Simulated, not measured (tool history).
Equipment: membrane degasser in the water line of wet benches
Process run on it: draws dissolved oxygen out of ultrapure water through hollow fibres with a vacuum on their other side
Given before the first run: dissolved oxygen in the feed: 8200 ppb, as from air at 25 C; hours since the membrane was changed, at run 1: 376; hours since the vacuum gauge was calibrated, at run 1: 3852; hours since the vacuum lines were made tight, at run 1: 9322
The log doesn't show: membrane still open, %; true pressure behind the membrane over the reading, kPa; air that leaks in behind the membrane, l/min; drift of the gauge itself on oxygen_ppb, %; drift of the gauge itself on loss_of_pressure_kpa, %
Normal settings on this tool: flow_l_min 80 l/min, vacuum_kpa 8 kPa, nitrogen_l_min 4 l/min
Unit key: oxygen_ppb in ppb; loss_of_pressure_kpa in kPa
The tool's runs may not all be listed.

run	hour	flow_l_min	vacuum_kpa	nitrogen_l_min	hours since the membrane was changed	hours since the vacuum gauge was calibrated	hours since the vacuum lines were made tight	oxygen_ppb	loss_of_pressure_kpa
1	0	80	8	4	376	3852	9322	351.8	27.75
2	43.3	80	8	4	420	3895	9365	353.9	27.56
3	82.2	80	14.39	4	459	3934	9404	612.4	27.87
4	111.1	80	14.39	4	487	3963	9433	605.9	28.09
5	136.1	80	8	4	512	3988	9458	356.5	27.76
6	179.5	80	8	4	556	4031	9501	353.3	27.88
7	224.9	80	8	4	601	4076	9547	355.8	27.93
8	272.2	80	8	4	648	4124	9594	361	27.51
9	312.9	80	8	4	689	4164	9635	360.1	27.93
10	354.6	80	8	4	731	4206	9676	357.4	27.91
11	384.2	80	8	4	760	4236	9706	352.3	28.02
12	407.3	80	8	3.46	784	4259	9729	378.8	27.99
13	432.9	80	8	3.46	809	4284	9755	389	27.7
14	463.7	80	8	2.95	840	4315	9785	415.9	27.83
15	493.6	80	8	4	870	4345	9815	355.6	27.88
16	537.9	80	10.65	4	914	4389	9860	459.4	28.46
17	561.3	80	10.65	4	938	4413	9883	456.6	27.81
18	608.5	80	10.65	4	985	4460	9930	462.1	28.11
19	648	118	5.5	10.12	1024	4500	9970	404	41.28
20	675.8	118	6.91	10.12	1052	4527	9998	434.7	40.99
21	699.9	118	6.91	10.12	1076	4551	10022	435.9	41.35
22	728.2	118	6.91	10.12	1104	4580	10050	439.8	40.83
# hour 733.8: seals of the vacuum lines changed
23	771.5	118	6.91	10.12	1146	4621	38	444.6	41.43
24	805.5	94	11.05	1.61	1180	4655	72	974.6	32.83
25	836.2	94	11.05	1.61	1211	4686	102	976.8	32.86
26	860.5	65	14.62	2.66	1235	4710	127	649.8	22.58
27	889.9	65	14.62	2.66	1264	4739	156	651	22.74
28	917.3	69	14.62	2.66	1292	4767	183	683.9	24.12
29	961.5	69	14.62	2.66	1336	4811	228	686.7	23.91
30	1009.6	58	16.09	7.54	1384	4859	276	295.4	20.19
31	1043.3	58	16.09	7.54	1418	4893	309	291	20.26
32	1078.2	48	11.32	2.89	1453	4928	344	331.3	16.89
33	1121.7	48	7.76	2.89	1496	4971	388	204.3	16.8

Here are 3 independent what-if runs from the current tool condition. What would each one return?
A	1152.9	48	8.93	2.1	1527	5002	419	?	?
B	1152.9	62	18.62	3.79	1527	5002	419	?	?
C	1152.9	92	9.09	2.89	1527	5002	419	?	?

run	oxygen_ppb	loss_of_pressure_kpa
A	317.9	16.69
B	610.2	21.69
C	574.3	32.17
Without the tool's hidden state the same runs would have given:
run	oxygen_ppb	loss_of_pressure_kpa
A	312.6	16.61
B	605.6	21.6
C	565.6	32.02

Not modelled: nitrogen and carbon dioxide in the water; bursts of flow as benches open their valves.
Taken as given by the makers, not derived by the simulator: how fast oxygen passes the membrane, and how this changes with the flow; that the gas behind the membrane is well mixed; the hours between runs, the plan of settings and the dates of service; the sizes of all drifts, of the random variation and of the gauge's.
